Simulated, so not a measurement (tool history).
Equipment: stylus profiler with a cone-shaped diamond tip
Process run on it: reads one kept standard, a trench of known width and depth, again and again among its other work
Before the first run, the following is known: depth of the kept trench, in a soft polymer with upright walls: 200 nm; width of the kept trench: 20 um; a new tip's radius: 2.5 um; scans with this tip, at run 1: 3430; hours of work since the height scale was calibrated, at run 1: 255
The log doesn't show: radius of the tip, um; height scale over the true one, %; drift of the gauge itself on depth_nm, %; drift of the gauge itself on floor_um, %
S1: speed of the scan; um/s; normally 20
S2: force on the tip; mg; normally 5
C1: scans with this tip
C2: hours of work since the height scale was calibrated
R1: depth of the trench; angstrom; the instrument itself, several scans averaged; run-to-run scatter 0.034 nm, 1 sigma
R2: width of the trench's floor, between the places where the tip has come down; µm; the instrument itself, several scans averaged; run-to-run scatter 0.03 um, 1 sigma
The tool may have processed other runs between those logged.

run,hour,S1,S2,C1,C2,R1,R2
1,0,20,5,3430,255,2030.4,17.98
2,51.9,20,5,3872,288,2031.2,17.96
3,108.6,39,5,4356,324,2031.9,17.87
4,167.2,20,6.54,4855,361,2037.6,17.98
5,222,20,6.54,5321,396,2036.9,17.96
6,252.4,20,5,5581,415,2030.7,17.98
7,300.8,20,6.85,5993,446,2038.2,18.02
8,335.6,20,2.06,6290,468,2017,17.99
9,384.9,20,2.06,6710,499,2017.3,17.93
10,426.1,20,2.06,7061,525,2017.3,17.97
11,457.9,20,8.05,7332,545,2042.5,17.99
12,497.7,20,2.68,7671,571,2020.3,17.96
13,569.4,20,2.68,8282,616,2020.6,17.95
14,633.7,20,2.68,8831,657,2020.5,17.94
15,701.2,22,3.06,9406,700,2022.2,17.94
16,764.9,22,8.14,9948,740,2043.1,18
17,821.1,14,2.3,10427,776,2018.8,17.99
18,883.6,14,2.3,10960,815,2018.6,17.95
19,938.4,14,2.3,11427,850,2018.5,17.96
# hour 994.4: height scale calibrated on a step standard
20,1010.1,11,11.26,12034,10,2052.4,18.05
21,1071.1,11,11.26,12553,49,2052.7,17.97
22,1141.8,33,11.13,13156,93,2052.9,17.96
23,1191.2,8,10.39,13577,125,2050.8,17.97
24,1230.8,10,4.09,13915,150,2027.2,17.92
25,1286.4,34,4.46,14389,185,2028.9,17.93
26,1329.9,17,4.46,14759,213,2028.9,17.97
27,1387.2,56,6.58,15248,249,2036.8,17.89
28,1454.9,46,8.37,15825,292,2043.3,17.95

5 options for the next run, each taken on its own from the tool as it stands now. Forecast them:
A,1507.4,46,2.23,16272,325,?,?
B,1507.4,10,10.44,16272,325,?,?
C,1507.4,45,8.37,16272,325,?,?
D,1507.4,16,5,16272,325,?,?
E,1507.4,21,2.97,16272,325,?,?

run,R1,R2
A,2017.4,17.77
B,2050.2,18.04
C,2042.9,17.96
D,2030.7,18
E,2021.1,17.92
What these runs would have given with no unlogged condition in the tool:
run,R1,R2
A,2017.3,17.8
B,2050.1,18.07
C,2042.9,17.99
D,2030.7,18.03
E,2021.1,17.94
